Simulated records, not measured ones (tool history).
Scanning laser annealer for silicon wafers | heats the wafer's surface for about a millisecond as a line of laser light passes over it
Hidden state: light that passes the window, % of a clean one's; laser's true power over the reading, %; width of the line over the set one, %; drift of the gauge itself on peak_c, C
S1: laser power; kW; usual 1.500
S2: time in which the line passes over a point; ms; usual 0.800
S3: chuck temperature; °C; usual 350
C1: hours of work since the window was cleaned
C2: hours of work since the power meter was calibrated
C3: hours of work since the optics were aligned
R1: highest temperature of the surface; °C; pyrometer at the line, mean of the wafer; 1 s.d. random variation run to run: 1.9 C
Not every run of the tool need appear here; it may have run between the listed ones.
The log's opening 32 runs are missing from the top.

run 33 day=41.429 | S1=1.500 S2=0.757 S3=350 | C1=166 C2=1104 C3=1021 | R1=1148
run 34 day=43.083 | S1=1.561 S2=0.892 S3=388 | C1=187 C2=1125 C3=1042 | R1=1297
run 35 day=44.288 | S1=1.561 S2=0.892 S3=388 | C1=202 C2=1140 C3=1057 | R1=1297
run 36 day=45.788 | S1=1.561 S2=0.892 S3=388 | C1=221 C2=1159 C3=1076 | R1=1295
run 37 day=46.808 | S1=1.561 S2=0.892 S3=388 | C1=233 C2=1172 C3=1088 | R1=1294
run 38 day=48.338 | S1=1.511 S2=0.834 S3=312 | C1=253 C2=1191 C3=1108 | R1=1155
run 39 day=49.092 | S1=1.316 S2=0.834 S3=387 | C1=262 C2=1200 C3=1117 | R1=1127
run 40 day=50.371 | S1=1.316 S2=0.834 S3=387 | C1=278 C2=1216 C3=1133 | R1=1126
run 41 day=51.521 | S1=1.319 S2=0.645 S3=321 | C1=293 C2=1231 C3=1148 | R1=960
run 42 day=53.121 | S1=1.459 S2=0.565 S3=314 | C1=313 C2=1251 C3=1168 | R1=964

Alternative continuations, all from the tool just after run 42; predict every row:
run A day=54.692 | S1=1.459 S2=0.565 S3=341 | C1=332 C2=1270 C3=1187 | R1=?
run B day=54.692 | S1=1.500 S2=0.809 S3=323 | C1=332 C2=1270 C3=1187 | R1=?
run C day=54.692 | S1=1.495 S2=0.563 S3=331 | C1=332 C2=1270 C3=1187 | R1=?

run=A R1=992
run=B R1=1140
run=C R1=995
With no hidden state in the tool, these same runs would have given:
run=A R1=1016
run=B R1=1170
run=C R1=1019

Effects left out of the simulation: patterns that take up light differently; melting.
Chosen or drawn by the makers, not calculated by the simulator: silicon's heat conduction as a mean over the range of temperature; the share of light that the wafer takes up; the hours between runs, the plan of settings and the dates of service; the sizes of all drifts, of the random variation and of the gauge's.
